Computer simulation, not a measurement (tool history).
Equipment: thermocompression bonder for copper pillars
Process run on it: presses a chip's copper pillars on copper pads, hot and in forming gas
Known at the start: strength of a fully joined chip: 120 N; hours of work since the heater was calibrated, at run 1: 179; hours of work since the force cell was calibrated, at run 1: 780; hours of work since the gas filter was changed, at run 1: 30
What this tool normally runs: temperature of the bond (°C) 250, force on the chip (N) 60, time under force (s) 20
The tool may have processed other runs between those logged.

run   hour  temperature of the bond (°C)  force on the chip (N)  time under force (s)  hours of work since the heater was calibrated  hours of work since the force cell was calibrated  hours of work since the gas filter was changed  force that shears a chip off (N)
  1      0                           250                     60                    20                                            179                                                780                                              30                              63.9
  2   11.9                           250                     60                    20                                            188                                                790                                              39                              63.5
  3   28.7                           250                     60                    20                                            201                                                803                                              52                              64.4
  4     40                           250                     60                    20                                            210                                                811                                              61                              63.9
  5   52.7                           238                     60                    20                                            220                                                821                                              71                              56.2
  6   63.9                           238                     60                    20                                            229                                                830                                              79                              55.6
  7   70.7                           245                     65                    20                                            234                                                835                                              85                                64
  8   79.6                           245                     65                    20                                            241                                                842                                              92                              65.5
  9     89                           245                     65                    20                                            248                                                849                                              99                              65.1
 10     97                           245                     38                    27                                            254                                                856                                             105                              43.8
 11  105.5                           245                     38                    27                                            261                                                862                                             112                              44.2
 12  112.4                           245                     38                    27                                            266                                                868                                             117                              42.3

Each row is a separate what-if for the run after 12, all from the same tool condition, not one after another. Results?
  A  128.8                           245                     40                    27                                            279                                                880                                             130                                 ?
  B  128.8                           226                     38                    24                                            279                                                880                                             130                                 ?
  C  128.8                           235                     38                    27                                            279                                                880                                             130                                 ?
  D  128.8                           245                     74                    27                                            279                                                880                                             130                                 ?

run  force that shears a chip off (N)
  A                              45.6
  B                              35.1
  C                              38.6
  D                              78.4
What these runs would have given with no unlogged condition in the tool:
run  force that shears a chip off (N)
  A                                43
  B                              32.9
  C                              36.2
  D                              75.2

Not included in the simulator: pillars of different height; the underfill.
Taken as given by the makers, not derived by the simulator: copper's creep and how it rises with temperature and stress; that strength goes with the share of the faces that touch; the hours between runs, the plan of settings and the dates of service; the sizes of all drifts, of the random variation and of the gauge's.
